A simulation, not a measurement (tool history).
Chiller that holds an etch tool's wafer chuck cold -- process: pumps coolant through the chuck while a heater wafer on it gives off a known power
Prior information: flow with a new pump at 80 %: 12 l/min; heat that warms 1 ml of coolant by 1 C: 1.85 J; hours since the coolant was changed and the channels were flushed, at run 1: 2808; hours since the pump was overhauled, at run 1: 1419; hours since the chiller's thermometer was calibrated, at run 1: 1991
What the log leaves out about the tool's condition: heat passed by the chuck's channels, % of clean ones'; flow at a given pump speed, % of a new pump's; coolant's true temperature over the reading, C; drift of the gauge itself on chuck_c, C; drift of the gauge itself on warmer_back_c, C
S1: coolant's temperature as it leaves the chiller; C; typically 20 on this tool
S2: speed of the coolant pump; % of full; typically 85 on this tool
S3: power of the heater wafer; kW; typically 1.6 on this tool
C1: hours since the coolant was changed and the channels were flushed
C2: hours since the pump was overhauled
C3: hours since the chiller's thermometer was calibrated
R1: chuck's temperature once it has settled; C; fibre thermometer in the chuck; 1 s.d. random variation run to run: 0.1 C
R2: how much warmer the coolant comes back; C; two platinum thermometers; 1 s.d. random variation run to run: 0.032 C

run 1 day=0 | S1=20 S2=85 S3=1.6 | C1=2808 C2=1419 C3=1991 | R1=37.3 R2=4.26
run 2 day=3.233 | S1=20 S2=85 S3=1.6 | C1=2886 C2=1497 C3=2069 | R1=37.4 R2=4.21
run 3 day=5.562 | S1=20 S2=85 S3=1.6 | C1=2942 C2=1553 C3=2125 | R1=37.3 R2=4.27
run 4 day=8.104 | S1=24 S2=85 S3=1.6 | C1=3003 C2=1614 C3=2186 | R1=41.4 R2=4.23
run 5 day=11.621 | S1=15 S2=85 S3=1.6 | C1=3087 C2=1698 C3=2270 | R1=32.5 R2=4.27
run 6 day=13.5 | S1=20 S2=66 S3=1.6 | C1=3132 C2=1743 C3=2315 | R1=39.9 R2=5.45
run 7 day=17.5 | S1=20 S2=83 S3=1.6 | C1=3228 C2=1839 C3=2411 | R1=37.9 R2=4.39
run 8 day=20.717 | S1=20 S2=83 S3=1.6 | C1=3306 C2=1917 C3=2488 | R1=37.8 R2=4.42
run 9 day=22.608 | S1=20 S2=83 S3=1.6 | C1=3351 C2=1962 C3=2534 | R1=37.8 R2=4.41
-- day=23.125 coolant pump overhauled
run 10 day=25.217 | S1=20 S2=71 S3=1.6 | C1=3409 C2=50 C3=2591 | R1=39.3 R2=5.17
run 11 day=28.154 | S1=20 S2=71 S3=1.6 | C1=3479 C2=121 C3=2662 | R1=39.4 R2=5.23
run 12 day=30.125 | S1=23 S2=89 S3=1.011 | C1=3526 C2=168 C3=2709 | R1=34 R2=2.67
run 13 day=32.325 | S1=23 S2=91 S3=1.011 | C1=3579 C2=221 C3=2762 | R1=33.6 R2=2.58
run 14 day=35.433 | S1=19 S2=74 S3=1.072 | C1=3654 C2=295 C3=2837 | R1=31.8 R2=3.36
run 15 day=37.633 | S1=11 S2=88 S3=1.6 | C1=3707 C2=348 C3=2889 | R1=28.6 R2=4.28
run 16 day=39.404 | S1=11 S2=88 S3=1.6 | C1=3749 C2=391 C3=2932 | R1=28.7 R2=4.33
run 17 day=42.404 | S1=10 S2=99 S3=1.161 | C1=3821 C2=463 C3=3004 | R1=21.9 R2=2.76
run 18 day=44.246 | S1=23 S2=84 S3=1.288 | C1=3865 C2=507 C3=3048 | R1=37.4 R2=3.59
-- day=44.829 coolant pump overhauled, once more
run 19 day=47.021 | S1=23 S2=84 S3=1.288 | C1=3927 C2=53 C3=3110 | R1=37 R2=3.28
run 20 day=50.329 | S1=11 S2=75 S3=1.6 | C1=4006 C2=132 C3=3189 | R1=29.4 R2=4.56
run 21 day=52.983 | S1=27 S2=86 S3=1.281 | C1=4070 C2=196 C3=3253 | R1=40.7 R2=3.22
run 22 day=57.042 | S1=27 S2=86 S3=1.281 | C1=4167 C2=293 C3=3350 | R1=40.8 R2=3.25

Here are 5 independent what-if runs from the current tool condition. What would each one return?
run A day=60.171 | S1=20 S2=85 S3=1.6 | C1=4242 C2=368 C3=3425 | R1=? R2=?
run B day=60.171 | S1=27 S2=69 S3=2.357 | C1=4242 C2=368 C3=3425 | R1=? R2=?
run C day=60.171 | S1=15 S2=63 S3=1.021 | C1=4242 C2=368 C3=3425 | R1=? R2=?
run D day=60.171 | S1=20 S2=85 S3=1.15 | C1=4242 C2=368 C3=3425 | R1=? R2=?
run E day=60.171 | S1=27 S2=71 S3=1.281 | C1=4242 C2=368 C3=3425 | R1=? R2=?

run=A R1=37.4 R2=4.09
run=B R1=55.6 R2=7.4
run=C R1=27.7 R2=3.48
run=D R1=32.5 R2=2.97
run=E R1=42 R2=3.85
Take away the tool's hidden state, keep each run's random variation, and the runs would have read:
run=A R1=36.6 R2=4.06
run=B R1=54.1 R2=7.35
run=C R1=27.3 R2=3.46
run=D R1=32 R2=2.95
run=E R1=41.4 R2=3.83
